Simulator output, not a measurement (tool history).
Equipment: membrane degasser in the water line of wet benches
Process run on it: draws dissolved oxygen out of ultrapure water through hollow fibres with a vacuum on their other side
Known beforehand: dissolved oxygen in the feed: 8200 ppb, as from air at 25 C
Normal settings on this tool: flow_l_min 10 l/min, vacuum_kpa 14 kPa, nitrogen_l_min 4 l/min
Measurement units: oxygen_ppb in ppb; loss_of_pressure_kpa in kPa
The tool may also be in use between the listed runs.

{"run": 1, "hour": 0.0, "flow_l_min": 10, "vacuum_kpa": 14, "nitrogen_l_min": 4, "oxygen_ppb": 72, "loss_of_pressure_kpa": 49.17}
{"run": 2, "hour": 22.1, "flow_l_min": 14, "vacuum_kpa": 14, "nitrogen_l_min": 4, "oxygen_ppb": 106.4, "loss_of_pressure_kpa": 68.96}
{"run": 3, "hour": 72.8, "flow_l_min": 10, "vacuum_kpa": 10.9, "nitrogen_l_min": 4, "oxygen_ppb": 53.5, "loss_of_pressure_kpa": 48.85}
{"run": 4, "hour": 122.4, "flow_l_min": 10, "vacuum_kpa": 10.5, "nitrogen_l_min": 4, "oxygen_ppb": 51.3, "loss_of_pressure_kpa": 49.06}
{"run": 5, "hour": 158.4, "flow_l_min": 8, "vacuum_kpa": 14, "nitrogen_l_min": 4, "oxygen_ppb": 57, "loss_of_pressure_kpa": 39.51}
{"run": 6, "hour": 194.1, "flow_l_min": 8, "vacuum_kpa": 14, "nitrogen_l_min": 4, "oxygen_ppb": 56.7, "loss_of_pressure_kpa": 39.6}
{"run": 7, "hour": 237.2, "flow_l_min": 8, "vacuum_kpa": 14, "nitrogen_l_min": 4, "oxygen_ppb": 55.6, "loss_of_pressure_kpa": 39.58}
{"run": 8, "hour": 288.3, "flow_l_min": 7, "vacuum_kpa": 14, "nitrogen_l_min": 4, "oxygen_ppb": 50.2, "loss_of_pressure_kpa": 34.66}
{"run": 9, "hour": 333.1, "flow_l_min": 10, "vacuum_kpa": 14, "nitrogen_l_min": 4, "oxygen_ppb": 72.5, "loss_of_pressure_kpa": 49.2}
{"run": 10, "hour": 366.2, "flow_l_min": 10, "vacuum_kpa": 14.7, "nitrogen_l_min": 4, "oxygen_ppb": 77.4, "loss_of_pressure_kpa": 49.39}
{"run": 11, "hour": 391.8, "flow_l_min": 10, "vacuum_kpa": 14.7, "nitrogen_l_min": 4, "oxygen_ppb": 76.8, "loss_of_pressure_kpa": 49.38}
{"run": 12, "hour": 436.2, "flow_l_min": 10, "vacuum_kpa": 14, "nitrogen_l_min": 4, "oxygen_ppb": 73.3, "loss_of_pressure_kpa": 49.41}
{"run": 13, "hour": 483.2, "flow_l_min": 10, "vacuum_kpa": 14, "nitrogen_l_min": 4, "oxygen_ppb": 72.3, "loss_of_pressure_kpa": 49.23}
{"run": 14, "hour": 517.1, "flow_l_min": 10, "vacuum_kpa": 14, "nitrogen_l_min": 4, "oxygen_ppb": 72.7, "loss_of_pressure_kpa": 49.5}
{"run": 15, "hour": 543.9, "flow_l_min": 10, "vacuum_kpa": 14, "nitrogen_l_min": 4, "oxygen_ppb": 73.7, "loss_of_pressure_kpa": 49.32}
{"run": 16, "hour": 581.8, "flow_l_min": 10, "vacuum_kpa": 14, "nitrogen_l_min": 4, "oxygen_ppb": 74.6, "loss_of_pressure_kpa": 49.51}
{"hour": 585.1, "done": "vacuum gauge calibrated"}
{"run": 17, "hour": 632.0, "flow_l_min": 9, "vacuum_kpa": 14, "nitrogen_l_min": 2.47, "oxygen_ppb": 102.4, "loss_of_pressure_kpa": 44.44}
{"run": 18, "hour": 656.2, "flow_l_min": 8, "vacuum_kpa": 14.2, "nitrogen_l_min": 4, "oxygen_ppb": 57.7, "loss_of_pressure_kpa": 39.57}
{"hour": 685.3, "done": "vacuum gauge calibrated, once more"}
{"run": 19, "hour": 689.2, "flow_l_min": 8, "vacuum_kpa": 12.8, "nitrogen_l_min": 6.02, "oxygen_ppb": 34.4, "loss_of_pressure_kpa": 39.62}
{"run": 20, "hour": 735.6, "flow_l_min": 13, "vacuum_kpa": 11.2, "nitrogen_l_min": 4, "oxygen_ppb": 76.6, "loss_of_pressure_kpa": 64.03}
{"run": 21, "hour": 765.8, "flow_l_min": 10, "vacuum_kpa": 16.7, "nitrogen_l_min": 4, "oxygen_ppb": 89.7, "loss_of_pressure_kpa": 49.4}
{"run": 22, "hour": 805.9, "flow_l_min": 6, "vacuum_kpa": 16.7, "nitrogen_l_min": 4, "oxygen_ppb": 53, "loss_of_pressure_kpa": 29.7}
{"run": 23, "hour": 836.5, "flow_l_min": 6, "vacuum_kpa": 16.7, "nitrogen_l_min": 4, "oxygen_ppb": 52.9, "loss_of_pressure_kpa": 29.76}
{"run": 24, "hour": 868.5, "flow_l_min": 10, "vacuum_kpa": 13.1, "nitrogen_l_min": 11.49, "oxygen_ppb": 26.5, "loss_of_pressure_kpa": 49.43}
{"run": 25, "hour": 910.5, "flow_l_min": 7, "vacuum_kpa": 9.9, "nitrogen_l_min": 5.17, "oxygen_ppb": 24.8, "loss_of_pressure_kpa": 34.61}
{"run": 26, "hour": 956.6, "flow_l_min": 7, "vacuum_kpa": 9.9, "nitrogen_l_min": 5.17, "oxygen_ppb": 24.6, "loss_of_pressure_kpa": 34.68}
{"run": 27, "hour": 1000.3, "flow_l_min": 15, "vacuum_kpa": 18.6, "nitrogen_l_min": 4.29, "oxygen_ppb": 150, "loss_of_pressure_kpa": 74.35}
{"run": 28, "hour": 1037.4, "flow_l_min": 16, "vacuum_kpa": 21.8, "nitrogen_l_min": 2.35, "oxygen_ppb": 319.9, "loss_of_pressure_kpa": 78.78}
{"run": 29, "hour": 1082.0, "flow_l_min": 16, "vacuum_kpa": 21.8, "nitrogen_l_min": 2.35, "oxygen_ppb": 319.5, "loss_of_pressure_kpa": 79.47}
{"run": 30, "hour": 1130.6, "flow_l_min": 16, "vacuum_kpa": 21.8, "nitrogen_l_min": 2.35, "oxygen_ppb": 319.9, "loss_of_pressure_kpa": 78.71}
{"run": 31, "hour": 1173.0, "flow_l_min": 16, "vacuum_kpa": 21.8, "nitrogen_l_min": 2.35, "oxygen_ppb": 318.3, "loss_of_pressure_kpa": 79.3}
{"run": 32, "hour": 1201.6, "flow_l_min": 8, "vacuum_kpa": 23.7, "nitrogen_l_min": 3.35, "oxygen_ppb": 126.4, "loss_of_pressure_kpa": 39.79}

Below are 4 alternative next runs, each starting from the tool's condition after run 32. Predict each:
{"run": "A", "hour": 1251.8, "flow_l_min": 10, "vacuum_kpa": 14, "nitrogen_l_min": 2.83, "oxygen_ppb": "?", "loss_of_pressure_kpa": "?"}
{"run": "B", "hour": 1251.8, "flow_l_min": 7, "vacuum_kpa": 33.2, "nitrogen_l_min": 4.3, "oxygen_ppb": "?", "loss_of_pressure_kpa": "?"}
{"run": "C", "hour": 1251.8, "flow_l_min": 10, "vacuum_kpa": 14, "nitrogen_l_min": 3.21, "oxygen_ppb": "?", "loss_of_pressure_kpa": "?"}
{"run": "D", "hour": 1251.8, "flow_l_min": 7, "vacuum_kpa": 21.7, "nitrogen_l_min": 4, "oxygen_ppb": "?", "loss_of_pressure_kpa": "?"}

run=A oxygen_ppb=100.5 loss_of_pressure_kpa=49.64
run=B oxygen_ppb=127.2 loss_of_pressure_kpa=34.27
run=C oxygen_ppb=90 loss_of_pressure_kpa=49.67
run=D oxygen_ppb=84 loss_of_pressure_kpa=34.79
Without the tool's unlogged condition, the same runs would have read:
run=A oxygen_ppb=97.8 loss_of_pressure_kpa=49.12
run=B oxygen_ppb=123 loss_of_pressure_kpa=33.91
run=C oxygen_ppb=87.6 loss_of_pressure_kpa=49.15
run=D oxygen_ppb=81.2 loss_of_pressure_kpa=34.43
